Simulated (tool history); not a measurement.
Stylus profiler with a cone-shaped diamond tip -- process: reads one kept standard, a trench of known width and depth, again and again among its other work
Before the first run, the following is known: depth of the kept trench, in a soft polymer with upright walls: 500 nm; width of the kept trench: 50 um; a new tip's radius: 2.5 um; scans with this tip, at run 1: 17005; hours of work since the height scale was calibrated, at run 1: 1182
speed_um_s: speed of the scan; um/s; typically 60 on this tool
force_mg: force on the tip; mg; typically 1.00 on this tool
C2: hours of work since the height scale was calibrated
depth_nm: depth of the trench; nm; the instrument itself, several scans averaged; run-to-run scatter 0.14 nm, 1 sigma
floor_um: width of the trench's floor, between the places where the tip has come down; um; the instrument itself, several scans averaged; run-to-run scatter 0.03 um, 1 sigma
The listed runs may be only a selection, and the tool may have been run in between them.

run 1 hour=0.0 | speed_um_s=60 force_mg=1.00 | scans_with_this_tip=17005 C2=1182 | depth_nm=501.32 floor_um=46.64
-- hour=65.2 new tip fitted, height scale calibrated
run 2 hour=65.2 | speed_um_s=60 force_mg=1.00 | scans_with_this_tip=0 C2=0 | depth_nm=501.68 floor_um=46.72
run 3 hour=124.6 | speed_um_s=60 force_mg=1.00 | scans_with_this_tip=587 C2=41 | depth_nm=501.86 floor_um=46.68
run 4 hour=154.7 | speed_um_s=60 force_mg=1.00 | scans_with_this_tip=884 C2=61 | depth_nm=501.61 floor_um=46.68
run 5 hour=211.8 | speed_um_s=60 force_mg=1.00 | scans_with_this_tip=1448 C2=101 | depth_nm=501.74 floor_um=46.67
run 6 hour=270.1 | speed_um_s=60 force_mg=0.36 | scans_with_this_tip=2023 C2=141 | depth_nm=500.86 floor_um=46.46
run 7 hour=298.1 | speed_um_s=60 force_mg=0.36 | scans_with_this_tip=2299 C2=160 | depth_nm=501.03 floor_um=46.36
run 8 hour=361.1 | speed_um_s=60 force_mg=1.00 | scans_with_this_tip=2920 C2=203 | depth_nm=501.65 floor_um=46.65
run 9 hour=420.0 | speed_um_s=60 force_mg=1.00 | scans_with_this_tip=3501 C2=243 | depth_nm=501.66 floor_um=46.64
run 10 hour=472.9 | speed_um_s=84 force_mg=0.34 | scans_with_this_tip=4023 C2=280 | depth_nm=500.93 floor_um=46.20
run 11 hour=529.0 | speed_um_s=84 force_mg=0.34 | scans_with_this_tip=4576 C2=318 | depth_nm=501.03 floor_um=46.19
run 12 hour=567.6 | speed_um_s=174 force_mg=0.82 | scans_with_this_tip=4957 C2=345 | depth_nm=501.47 floor_um=45.94
run 13 hour=596.0 | speed_um_s=164 force_mg=0.34 | scans_with_this_tip=5238 C2=364 | depth_nm=500.82 floor_um=45.48
run 14 hour=639.1 | speed_um_s=164 force_mg=0.34 | scans_with_this_tip=5663 C2=394 | depth_nm=501.03 floor_um=45.47
run 15 hour=698.0 | speed_um_s=32 force_mg=2.52 | scans_with_this_tip=6244 C2=434 | depth_nm=503.24 floor_um=46.89
run 16 hour=733.1 | speed_um_s=86 force_mg=0.99 | scans_with_this_tip=6590 C2=458 | depth_nm=501.69 floor_um=46.51

Forecast each of these 5 alternatives for the next run:
run A hour=796.3 | speed_um_s=52 force_mg=1.49 | scans_with_this_tip=7214 C2=502 | depth_nm=? floor_um=?
run B hour=796.3 | speed_um_s=60 force_mg=2.41 | scans_with_this_tip=7214 C2=502 | depth_nm=? floor_um=?
run C hour=796.3 | speed_um_s=36 force_mg=1.68 | scans_with_this_tip=7214 C2=502 | depth_nm=? floor_um=?
run D hour=796.3 | speed_um_s=29 force_mg=2.38 | scans_with_this_tip=7214 C2=502 | depth_nm=? floor_um=?
run E hour=796.3 | speed_um_s=86 force_mg=0.73 | scans_with_this_tip=7214 C2=502 | depth_nm=? floor_um=?

run=A depth_nm=502.22 floor_um=46.75
run=B depth_nm=502.99 floor_um=46.81
run=C depth_nm=502.09 floor_um=46.85
run=D depth_nm=503.12 floor_um=46.86
run=E depth_nm=501.36 floor_um=46.43
Without the tool's hidden state the same runs would have given:
run=A depth_nm=502.22 floor_um=46.76
run=B depth_nm=502.98 floor_um=46.82
run=C depth_nm=502.08 floor_um=46.86
run=D depth_nm=503.11 floor_um=46.87
run=E depth_nm=501.36 floor_um=46.44
